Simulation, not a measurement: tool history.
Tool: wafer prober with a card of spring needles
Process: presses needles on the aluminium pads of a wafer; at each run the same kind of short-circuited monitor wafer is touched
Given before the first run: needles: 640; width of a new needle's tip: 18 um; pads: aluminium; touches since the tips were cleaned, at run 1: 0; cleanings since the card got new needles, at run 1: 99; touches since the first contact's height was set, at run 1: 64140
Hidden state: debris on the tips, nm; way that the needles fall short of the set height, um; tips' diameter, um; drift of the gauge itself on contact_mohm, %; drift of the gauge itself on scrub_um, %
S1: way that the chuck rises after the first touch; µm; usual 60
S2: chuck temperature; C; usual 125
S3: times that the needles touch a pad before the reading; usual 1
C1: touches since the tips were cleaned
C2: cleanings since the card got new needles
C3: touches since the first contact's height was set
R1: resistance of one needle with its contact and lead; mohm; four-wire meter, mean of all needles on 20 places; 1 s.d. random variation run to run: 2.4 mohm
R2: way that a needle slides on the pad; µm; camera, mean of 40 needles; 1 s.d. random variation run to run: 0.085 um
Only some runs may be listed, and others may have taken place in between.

run	hour	S1	S2	S3	C1	C2	C3	R1	R2
1	0	60	125	1	0	99	64140	265	15.17
# hour 11.1: tips cleaned on abrasive film
# hour 22.2: tips cleaned on abrasive film
# hour 33.2: tips cleaned on abrasive film
# hour 42.1: tips cleaned on abrasive film
# hour 53.2: tips cleaned on abrasive film
# hour 64.3: tips cleaned on abrasive film
# hour 75.3: tips cleaned on abrasive film
2	81.8	60	125	1	1633	106	84541	272	15.25
# hour 86.3: tips cleaned on abrasive film
# hour 97.4: tips cleaned on abrasive film
# hour 108.5: tips cleaned on abrasive film
# hour 119.5: tips cleaned on abrasive film
# hour 130.6: tips cleaned on abrasive film
# hour 141.7: tips cleaned on abrasive film
# hour 152.8: tips cleaned on abrasive film
3	158.1	60	125	1	1339	113	103544	268	15.03
# hour 162.6: tips cleaned on abrasive film
# hour 171.5: tips cleaned on abrasive film
# hour 182.5: tips cleaned on abrasive film
# hour 191.4: tips cleaned on abrasive film
# hour 202.5: tips cleaned on abrasive film
4	209.8	60	125	3	1842	118	116426	265	15.01
# hour 212.1: tips cleaned on abrasive film
# hour 223.2: tips cleaned on abrasive film
# hour 234.3: tips cleaned on abrasive film
# hour 245.4: tips cleaned on abrasive film
# hour 256.4: tips cleaned on abrasive film
# hour 267.5: tips cleaned on abrasive film
5	274.5	60	125	3	1766	124	132543	267	15.06
# hour 276.8: tips cleaned on abrasive film
# hour 287.9: tips cleaned on abrasive film
# hour 299: tips cleaned on abrasive film
# hour 310.1: tips cleaned on abrasive film
# hour 321.1: tips cleaned on abrasive film
# hour 332.2: tips cleaned on abrasive film
6	335.3	60	125	1	786	130	147684	263	15.21
# hour 342: tips cleaned on abrasive film
# hour 353.1: tips cleaned on abrasive film
# hour 362: tips cleaned on abrasive film
# hour 373.1: tips cleaned on abrasive film
# hour 384.1: tips cleaned on abrasive film
7	385.6	60	125	1	380	135	160208	269	15.06
# hour 394.5: tips cleaned on abrasive film
# hour 405.6: tips cleaned on abrasive film
# hour 416.7: tips cleaned on abrasive film
# hour 425.6: tips cleaned on abrasive film
# hour 436.6: tips cleaned on abrasive film
8	443.3	60	125	1	1686	140	174591	266	14.87
# hour 445.6: tips cleaned on abrasive film
# hour 456.7: tips cleaned on abrasive film
# hour 467.8: tips cleaned on abrasive film
# hour 478.8: tips cleaned on abrasive film
# hour 489.9: tips cleaned on abrasive film
# hour 501: tips cleaned on abrasive film
# hour 512.1: tips cleaned on abrasive film
9	515.4	60	50	1	832	147	192530	253	14.83
# hour 522.1: tips cleaned on abrasive film
# hour 530.9: tips cleaned on abrasive film
# hour 542: tips cleaned on abrasive film
# hour 553.1: tips cleaned on abrasive film
# hour 562.2: height of the first contact set anew
# hour 564.5: tips cleaned on abrasive film
# hour 575.5: tips cleaned on abrasive film
10	580.9	60	112	2	1342	153	4655	263	14.81
# hour 585.4: tips cleaned on abrasive film
# hour 596.4: tips cleaned on abrasive film
# hour 607.5: tips cleaned on abrasive film
# hour 618.6: tips cleaned on abrasive film
# hour 629.7: tips cleaned on abrasive film
11	635	50	40	2	1330	158	18129	249	12.44
# hour 639.5: tips cleaned on abrasive film
# hour 650.5: tips cleaned on abrasive film
# hour 659.4: tips cleaned on abrasive film
# hour 670.5: tips cleaned on abrasive film
12	671.5	53	125	2	259	162	27222	269	13.12
# hour 680.4: tips cleaned on abrasive film
# hour 691.5: tips cleaned on abrasive film
# hour 702.6: tips cleaned on abrasive film
13	709	58	125	2	1621	165	36571	271	14.36
# hour 713.5: tips cleaned on abrasive film
# hour 724.6: tips cleaned on abrasive film
# hour 735.6: tips cleaned on abrasive film
# hour 746.7: tips cleaned on abrasive film
# hour 755.6: tips cleaned on abrasive film
# hour 766.7: tips cleaned on abrasive film
14	772.3	58	125	2	1418	171	52341	268	14.19
# hour 776.8: tips cleaned on abrasive film
# hour 787.9: tips cleaned on abrasive film
# hour 799: tips cleaned on abrasive film
# hour 810: tips cleaned on abrasive film
15	818.1	60	49	2	2041	175	63765	247	14.73

Difference, measured minus no-hidden-state, one row per run. Run-to-run variation is common to both terms; the gauge's own scatter need not be:
run	R2
1	-0.01
2	-0.06
3	-0.11
4	-0.14
5	-0.18
6	-0.22
7	-0.25
8	-0.28
9	-0.33
10	-0.32
11	-0.29
12	-0.33
13	-0.38
14	-0.42
15	-0.47
R1: within 1 mohm of the measured result in every run.
